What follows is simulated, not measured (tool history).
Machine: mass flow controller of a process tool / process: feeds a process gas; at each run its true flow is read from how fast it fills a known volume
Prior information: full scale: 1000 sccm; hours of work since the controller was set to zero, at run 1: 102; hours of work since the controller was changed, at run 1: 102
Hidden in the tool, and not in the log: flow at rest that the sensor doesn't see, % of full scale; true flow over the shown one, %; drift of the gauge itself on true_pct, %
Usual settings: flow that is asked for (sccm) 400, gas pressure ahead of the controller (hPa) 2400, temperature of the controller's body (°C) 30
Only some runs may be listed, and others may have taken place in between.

| run | hour | flow that is asked for (sccm) | gas pressure ahead of the controller (hPa) | temperature of the controller's body (°C) | hours of work since the controller was set to zero | hours of work since the controller was changed | true flow (%) |
|---|---|---|---|---|---|---|---|
| 1 | 0 | 400 | 2400 | 30 | 102 | 102 | 98.5 |
| 2 | 72.8 | 400 | 2400 | 30 | 135 | 135 | 98.55 |
| 3 | 198.5 | 400 | 2400 | 30 | 194 | 194 | 98.21 |
| 4 | 295.9 | 400 | 2400 | 30 | 239 | 239 | 98.34 |
| 5 | 395.6 | 400 | 2400 | 30 | 286 | 286 | 98.42 |
| 6 | 543.2 | 400 | 2050 | 30 | 354 | 354 | 98.51 |
| 7 | 615.6 | 400 | 2050 | 30 | 388 | 388 | 98.45 |
| 8 | 744.2 | 400 | 2050 | 30 | 448 | 448 | 98.54 |
| 9 | 917.9 | 400 | 1780 | 30 | 529 | 529 | 98.75 |
| 10 | 1076.7 | 400 | 1780 | 30 | 603 | 603 | 98.8 |
| 11 | 1159.6 | 400 | 1780 | 30 | 642 | 642 | 98.76 |
| 12 | 1269.1 | 591 | 1780 | 30 | 693 | 693 | 99.1 |
| 13 | 1356.2 | 591 | 1780 | 30 | 733 | 733 | 99.01 |
| 14 | 1447.8 | 591 | 1780 | 30 | 776 | 776 | 99.01 |
| 15 | 1596.2 | 133 | 1780 | 30 | 845 | 845 | 97.4 |
| 16 | 1719.5 | 133 | 1780 | 30 | 902 | 902 | 97.6 |
| 17 | 1887.7 | 133 | 1780 | 30 | 981 | 981 | 97.49 |
| 18 | 1969.8 | 133 | 1780 | 30 | 1019 | 1019 | 97.38 |
| 19 | 2057.8 | 133 | 1780 | 30 | 1060 | 1060 | 97.2 |
| 20 | 2230.2 | 133 | 1780 | 30 | 1140 | 1140 | 97.35 |
| 21 | 2353.3 | 400 | 1720 | 30 | 1197 | 1197 | 98.72 |
| 22 | 2447.9 | 400 | 1720 | 30 | 1241 | 1241 | 98.79 |
| 23 | 2608.1 | 400 | 1720 | 30 | 1316 | 1316 | 98.66 |
| 24 | 2778.5 | 400 | 1720 | 30 | 1395 | 1395 | 98.72 |
| 25 | 2912.6 | 379 | 2560 | 30 | 1458 | 1458 | 98.12 |
| 26 | 3086.9 | 376 | 1650 | 33 | 1539 | 1539 | 98.56 |
| 27 | 3222.6 | 400 | 2610 | 21 | 1602 | 1602 | 98.34 |
| 28 | 3322.3 | 126 | 2610 | 21 | 1649 | 1649 | 96.6 |
| 29 | 3496.7 | 126 | 2610 | 21 | 1730 | 1730 | 96.55 |
| 30 | 3580.8 | 126 | 2610 | 21 | 1769 | 1769 | 96.53 |
| 31 | 3693.1 | 403 | 1720 | 29 | 1821 | 1821 | 98.73 |
| 32 | 3829.1 | 204 | 2520 | 30 | 1885 | 1885 | 97.16 |
| 33 | 3952.1 | 101 | 2070 | 26 | 1942 | 1942 | 95.99 |
| 34 | 4059.7 | 158 | 1990 | 30 | 1992 | 1992 | 97.08 |
| 35 | 4222.7 | 158 | 1990 | 30 | 2068 | 2068 | 96.91 |
| 36 | 4330.3 | 158 | 1990 | 30 | 2118 | 2118 | 96.76 |
| 37 | 4465.5 | 123 | 1880 | 39 | 2181 | 2181 | 95.89 |
| 38 | 4559.9 | 400 | 2400 | 26 | 2225 | 2225 | 98.36 |
| 39 | 4710.4 | 400 | 1820 | 36 | 2295 | 2295 | 98.15 |
| 40 | 4827.5 | 400 | 1820 | 36 | 2350 | 2350 | 98.14 |
| 41 | 4923.1 | 400 | 1820 | 36 | 2394 | 2394 | 98.25 |
| 42 | 5091.3 | 219 | 1850 | 36 | 2472 | 2472 | 97.24 |
| 43 | 5247.6 | 400 | 2780 | 26 | 2545 | 2545 | 97.98 |
| 44 | 5355.8 | 336 | 1440 | 36 | 2596 | 2596 | 98.18 |
| 45 | 5444.8 | 234 | 2370 | 37 | 2637 | 2637 | 96.88 |
| 46 | 5618.6 | 234 | 2370 | 37 | 2718 | 2718 | 96.86 |
| 47 | 5690 | 106 | 1960 | 34 | 2751 | 2751 | 94.99 |

Some steps in true flow (%) between neighbouring runs. How much of each would the tool show without its hidden state too (settings, what came in, random variation), and how much is left for the hidden state, with any gauge scatter that isn't in both results?
Run 30 -> 31: flow that is asked for (sccm) 126 -> 403, gas pressure ahead of the controller (hPa) 2610 -> 1720, temperature of the controller's body (°C) 21 -> 29. true flow (%) +2.2: hidden state +1.44, all else +0.76.
Run 32 -> 33: flow that is asked for (sccm) 204 -> 101, gas pressure ahead of the controller (hPa) 2520 -> 2070, temperature of the controller's body (°C) 30 -> 26. true flow (%) -1.17: hidden state -1.46, all else +0.29.
Run 37 -> 38: flow that is asked for (sccm) 123 -> 400, gas pressure ahead of the controller (hPa) 1880 -> 2400, temperature of the controller's body (°C) 39 -> 26. true flow (%) +2.47: hidden state +1.77, all else +0.7.
Run 46 -> 47: flow that is asked for (sccm) 234 -> 106, gas pressure ahead of the controller (hPa) 2370 -> 1960, temperature of the controller's body (°C) 37 -> 34. true flow (%) -1.87: hidden state -2, all else +0.13.

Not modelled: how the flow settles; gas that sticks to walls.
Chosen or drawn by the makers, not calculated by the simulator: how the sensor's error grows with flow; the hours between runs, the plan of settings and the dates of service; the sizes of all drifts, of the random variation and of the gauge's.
